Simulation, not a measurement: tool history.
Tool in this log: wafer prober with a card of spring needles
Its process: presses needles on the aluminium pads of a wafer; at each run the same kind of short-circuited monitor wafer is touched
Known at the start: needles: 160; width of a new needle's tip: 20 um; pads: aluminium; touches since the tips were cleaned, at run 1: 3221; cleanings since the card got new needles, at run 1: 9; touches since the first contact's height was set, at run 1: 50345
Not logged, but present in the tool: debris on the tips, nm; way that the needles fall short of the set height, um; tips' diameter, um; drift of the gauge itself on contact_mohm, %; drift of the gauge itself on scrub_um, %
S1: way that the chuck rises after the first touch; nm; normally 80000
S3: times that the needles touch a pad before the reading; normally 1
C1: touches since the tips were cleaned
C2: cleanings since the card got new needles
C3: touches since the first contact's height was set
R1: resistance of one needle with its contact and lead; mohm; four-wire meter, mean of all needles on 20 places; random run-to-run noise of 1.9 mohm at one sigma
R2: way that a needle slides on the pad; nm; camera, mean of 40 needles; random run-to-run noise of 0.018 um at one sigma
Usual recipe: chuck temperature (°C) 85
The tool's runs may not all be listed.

{"run": 1, "hour": 0.0, "S1": 80000, "chuck temperature (°C)": 85, "S3": 1, "C1": 3221, "C2": 9, "C3": 50345, "R1": 259, "R2": 17400}
{"hour": 8.7, "done": "tips cleaned on abrasive film"}
{"run": 2, "hour": 27.3, "S1": 80000, "chuck temperature (°C)": 85, "S3": 1, "C1": 4375, "C2": 10, "C3": 56746, "R1": 267, "R2": 17360}
{"hour": 30.1, "done": "tips cleaned on abrasive film"}
{"run": 3, "hour": 48.2, "S1": 72000, "chuck temperature (°C)": 85, "S3": 1, "C1": 4268, "C2": 11, "C3": 61645, "R1": 266, "R2": 15590}
{"hour": 52.0, "done": "tips cleaned on abrasive film"}
{"hour": 76.1, "done": "tips cleaned on abrasive film"}
{"run": 4, "hour": 80.6, "S1": 95000, "chuck temperature (°C)": 85, "S3": 1, "C1": 1070, "C2": 13, "C3": 69220, "R1": 245, "R2": 20550}
{"run": 5, "hour": 94.9, "S1": 95000, "chuck temperature (°C)": 85, "S3": 1, "C1": 4435, "C2": 13, "C3": 72585, "R1": 255, "R2": 20600}
{"hour": 97.6, "done": "tips cleaned on abrasive film"}
{"hour": 114.4, "done": "tips cleaned on abrasive film, once more"}
{"run": 6, "hour": 129.9, "S1": 80000, "chuck temperature (°C)": 85, "S3": 1, "C1": 3629, "C2": 15, "C3": 80754, "R1": 257, "R2": 17250}
{"hour": 137.0, "done": "tips cleaned on abrasive film"}
{"run": 7, "hour": 146.3, "S1": 80000, "chuck temperature (°C)": 85, "S3": 1, "C1": 2191, "C2": 16, "C3": 84593, "R1": 252, "R2": 17270}
{"hour": 158.9, "done": "tips cleaned on abrasive film"}
{"run": 8, "hour": 179.2, "S1": 80000, "chuck temperature (°C)": 85, "S3": 1, "C1": 4774, "C2": 17, "C3": 92320, "R1": 260, "R2": 17250}
{"hour": 182.2, "done": "tips cleaned on abrasive film"}
{"hour": 204.4, "done": "tips cleaned on abrasive film"}
{"run": 9, "hour": 207.9, "S1": 80000, "chuck temperature (°C)": 85, "S3": 1, "C1": 823, "C2": 19, "C3": 99026, "R1": 245, "R2": 17200}
{"hour": 225.9, "done": "tips cleaned on abrasive film"}
{"run": 10, "hour": 226.6, "S1": 80000, "chuck temperature (°C)": 85, "S3": 1, "C1": 180, "C2": 20, "C3": 103403, "R1": 235, "R2": 17170}
{"hour": 249.7, "done": "tips cleaned on abrasive film"}
{"run": 11, "hour": 253.1, "S1": 80000, "chuck temperature (°C)": 85, "S3": 1, "C1": 792, "C2": 21, "C3": 109599, "R1": 245, "R2": 17200}
{"run": 12, "hour": 267.2, "S1": 78000, "chuck temperature (°C)": 85, "S3": 1, "C1": 4118, "C2": 21, "C3": 112925, "R1": 261, "R2": 16740}
{"hour": 271.8, "done": "tips cleaned on abrasive film"}
{"hour": 294.5, "done": "tips cleaned on abrasive film"}
{"run": 13, "hour": 301.8, "S1": 78000, "chuck temperature (°C)": 85, "S3": 1, "C1": 1710, "C2": 23, "C3": 121012, "R1": 251, "R2": 16760}
{"hour": 316.1, "done": "tips cleaned on abrasive film"}
{"run": 14, "hour": 327.8, "S1": 78000, "chuck temperature (°C)": 85, "S3": 1, "C1": 2754, "C2": 24, "C3": 127119, "R1": 252, "R2": 16700}
{"hour": 337.9, "done": "tips cleaned on abrasive film"}
{"run": 15, "hour": 355.5, "S1": 78000, "chuck temperature (°C)": 85, "S3": 1, "C1": 4147, "C2": 25, "C3": 133601, "R1": 264, "R2": 16730}
{"hour": 359.4, "done": "tips cleaned on abrasive film"}
{"run": 16, "hour": 373.4, "S1": 80000, "chuck temperature (°C)": 39, "S3": 1, "C1": 3294, "C2": 26, "C3": 137784, "R1": 250, "R2": 17140}
{"hour": 381.3, "done": "tips cleaned on abrasive film"}
{"run": 17, "hour": 389.4, "S1": 89000, "chuck temperature (°C)": 85, "S3": 1, "C1": 1904, "C2": 27, "C3": 141528, "R1": 246, "R2": 19100}
{"hour": 403.4, "done": "tips cleaned on abrasive film"}
{"hour": 403.7, "done": "height of the first contact set anew"}
{"run": 18, "hour": 409.7, "S1": 96000, "chuck temperature (°C)": 26, "S3": 3, "C1": 1402, "C2": 28, "C3": 1402, "R1": 224, "R2": 21010}
{"run": 19, "hour": 424.2, "S1": 96000, "chuck temperature (°C)": 26, "S3": 3, "C1": 4807, "C2": 28, "C3": 4807, "R1": 224, "R2": 21000}
{"hour": 426.6, "done": "tips cleaned on abrasive film"}
{"hour": 448.2, "done": "tips cleaned on abrasive film"}
{"run": 20, "hour": 454.8, "S1": 97000, "chuck temperature (°C)": 26, "S3": 1, "C1": 1555, "C2": 30, "C3": 11977, "R1": 230, "R2": 21220}
{"hour": 472.0, "done": "tips cleaned on abrasive film"}
{"run": 21, "hour": 474.8, "S1": 97000, "chuck temperature (°C)": 65, "S3": 1, "C1": 657, "C2": 31, "C3": 16650, "R1": 234, "R2": 21240}
{"hour": 493.9, "done": "tips cleaned on abrasive film"}
{"run": 22, "hour": 493.9, "S1": 80000, "chuck temperature (°C)": 28, "S3": 2, "C1": 0, "C2": 32, "C3": 21119, "R1": 227, "R2": 17470}
{"hour": 515.5, "done": "tips cleaned on abrasive film"}
{"run": 23, "hour": 526.7, "S1": 65000, "chuck temperature (°C)": 56, "S3": 3, "C1": 2622, "C2": 33, "C3": 28807, "R1": 240, "R2": 14160}
{"hour": 536.9, "done": "tips cleaned on abrasive film"}
{"run": 24, "hour": 544.2, "S1": 80000, "chuck temperature (°C)": 90, "S3": 2, "C1": 1715, "C2": 34, "C3": 32895, "R1": 248, "R2": 17420}
{"hour": 558.9, "done": "tips cleaned on abrasive film"}
{"run": 25, "hour": 566.3, "S1": 91000, "chuck temperature (°C)": 37, "S3": 2, "C1": 1745, "C2": 35, "C3": 38085, "R1": 231, "R2": 19840}
{"hour": 581.6, "done": "tips cleaned on abrasive film"}
{"run": 26, "hour": 597.3, "S1": 80000, "chuck temperature (°C)": 53, "S3": 1, "C1": 3681, "C2": 36, "C3": 45344, "R1": 250, "R2": 17410}
{"hour": 603.3, "done": "tips cleaned on abrasive film"}
{"run": 27, "hour": 616.7, "S1": 71000, "chuck temperature (°C)": 124, "S3": 2, "C1": 3152, "C2": 37, "C3": 49890, "R1": 261, "R2": 15450}
{"hour": 625.2, "done": "tips cleaned on abrasive film"}
{"hour": 647.4, "done": "tips cleaned on abrasive film"}
{"run": 28, "hour": 648.8, "S1": 76000, "chuck temperature (°C)": 57, "S3": 2, "C1": 331, "C2": 39, "C3": 57398, "R1": 234, "R2": 16510}
{"run": 29, "hour": 665.8, "S1": 98000, "chuck temperature (°C)": 68, "S3": 1, "C1": 4335, "C2": 39, "C3": 61402, "R1": 244, "R2": 21270}
{"hour": 671.5, "done": "tips cleaned on abrasive film"}
{"run": 30, "hour": 687.5, "S1": 84000, "chuck temperature (°C)": 85, "S3": 1, "C1": 3762, "C2": 40, "C3": 66472, "R1": 255, "R2": 18230}
{"hour": 695.2, "done": "tips cleaned on abrasive film"}
{"hour": 716.9, "done": "tips cleaned on abrasive film"}
{"run": 31, "hour": 718.3, "S1": 84000, "chuck temperature (°C)": 86, "S3": 2, "C1": 326, "C2": 42, "C3": 73675, "R1": 242, "R2": 18190}

What if the next run were any one of these 4? Each begins from the tool's condition after run 31:
{"hour": 738.6, "done": "tips cleaned on abrasive film"}
{"run": "A", "hour": 753.0, "S1": 74000, "chuck temperature (°C)": 85, "S3": 1, "C1": 3386, "C2": 43, "C3": 81817, "R1": "?", "R2": "?"}
{"hour": 738.6, "done": "tips cleaned on abrasive film"}
{"run": "B", "hour": 753.0, "S1": 80000, "chuck temperature (°C)": 85, "S3": 1, "C1": 3386, "C2": 43, "C3": 81817, "R1": "?", "R2": "?"}
{"hour": 738.6, "done": "tips cleaned on abrasive film"}
{"run": "C", "hour": 753.0, "S1": 65000, "chuck temperature (°C)": 86, "S3": 2, "C1": 3386, "C2": 43, "C3": 81817, "R1": "?", "R2": "?"}
{"hour": 738.6, "done": "tips cleaned on abrasive film"}
{"run": "D", "hour": 753.0, "S1": 77000, "chuck temperature (°C)": 53, "S3": 2, "C1": 3386, "C2": 43, "C3": 81817, "R1": "?", "R2": "?"}

run=A R1=259 R2=16010
run=B R1=258 R2=17320
run=C R1=263 R2=14050
run=D R1=241 R2=16660
Stripped of hidden state, with their random variation kept, the same runs would have yielded:
run=A R1=236 R2=16220
run=B R1=238 R2=17540
run=C R1=245 R2=14260
run=D R1=227 R2=16870
